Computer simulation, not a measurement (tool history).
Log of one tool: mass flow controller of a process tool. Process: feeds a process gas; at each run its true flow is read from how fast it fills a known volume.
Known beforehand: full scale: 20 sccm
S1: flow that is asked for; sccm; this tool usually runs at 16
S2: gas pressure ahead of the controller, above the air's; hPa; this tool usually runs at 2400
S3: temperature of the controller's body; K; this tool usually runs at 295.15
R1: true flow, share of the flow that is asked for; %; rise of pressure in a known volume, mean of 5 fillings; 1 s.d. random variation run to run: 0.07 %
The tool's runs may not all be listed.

{"run": 1, "hour": 0.0, "S1": 16, "S2": 2400, "S3": 295.15, "R1": 97.11}
{"run": 2, "hour": 245.2, "S1": 3, "S2": 2400, "S3": 295.15, "R1": 89.41}
{"run": 3, "hour": 420.8, "S1": 3, "S2": 2400, "S3": 295.15, "R1": 89.23}
{"run": 4, "hour": 687.9, "S1": 3, "S2": 2400, "S3": 295.15, "R1": 89.08}
{"run": 5, "hour": 824.8, "S1": 16, "S2": 2400, "S3": 295.15, "R1": 97.08}
{"run": 6, "hour": 1064.1, "S1": 16, "S2": 2400, "S3": 295.15, "R1": 96.94}
{"run": 7, "hour": 1321.4, "S1": 16, "S2": 2400, "S3": 295.15, "R1": 96.92}
{"run": 8, "hour": 1564.6, "S1": 16, "S2": 2400, "S3": 295.15, "R1": 96.64}
{"run": 9, "hour": 1838.3, "S1": 16, "S2": 2400, "S3": 295.15, "R1": 96.6}
{"run": 10, "hour": 1974.4, "S1": 16, "S2": 2400, "S3": 295.15, "R1": 96.52}
{"run": 11, "hour": 2248.4, "S1": 16, "S2": 1860, "S3": 306.15, "R1": 96.09}
{"hour": 2363.3, "done": "controller's zero set anew"}
{"run": 12, "hour": 2493.8, "S1": 16, "S2": 1860, "S3": 306.15, "R1": 97.61}
{"run": 13, "hour": 2690.9, "S1": 16, "S2": 1860, "S3": 306.15, "R1": 97.5}
{"run": 14, "hour": 2960.3, "S1": 3, "S2": 2400, "S3": 295.15, "R1": 94.93}
{"run": 15, "hour": 3236.9, "S1": 3, "S2": 2400, "S3": 295.15, "R1": 94.87}
{"run": 16, "hour": 3364.4, "S1": 16, "S2": 2150, "S3": 300.15, "R1": 97.66}
{"run": 17, "hour": 3624.8, "S1": 15, "S2": 2730, "S3": 299.15, "R1": 96.86}
{"run": 18, "hour": 3886.1, "S1": 15, "S2": 1720, "S3": 294.15, "R1": 98}
{"run": 19, "hour": 4003.0, "S1": 15, "S2": 1720, "S3": 294.15, "R1": 97.95}

5 ways to go on from here, each from the tool as it stands after run 19. What would each give?
{"run": "A", "hour": 4263.8, "S1": 14, "S2": 2570, "S3": 300.15, "R1": "?"}
{"run": "B", "hour": 4263.8, "S1": 15, "S2": 1910, "S3": 294.15, "R1": "?"}
{"run": "C", "hour": 4263.8, "S1": 16, "S2": 1530, "S3": 295.15, "R1": "?"}
{"run": "D", "hour": 4263.8, "S1": 16, "S2": 1950, "S3": 295.15, "R1": "?"}
{"run": "E", "hour": 4263.8, "S1": 16, "S2": 1840, "S3": 311.15, "R1": "?"}

run=A R1=96.6
run=B R1=97.68
run=C R1=98.2
run=D R1=97.72
run=E R1=96.64
Had the tool no hidden state, the same runs would have come out as:
run=A R1=98.43
run=B R1=99.48
run=C R1=99.98
run=D R1=99.5
run=E R1=98.42
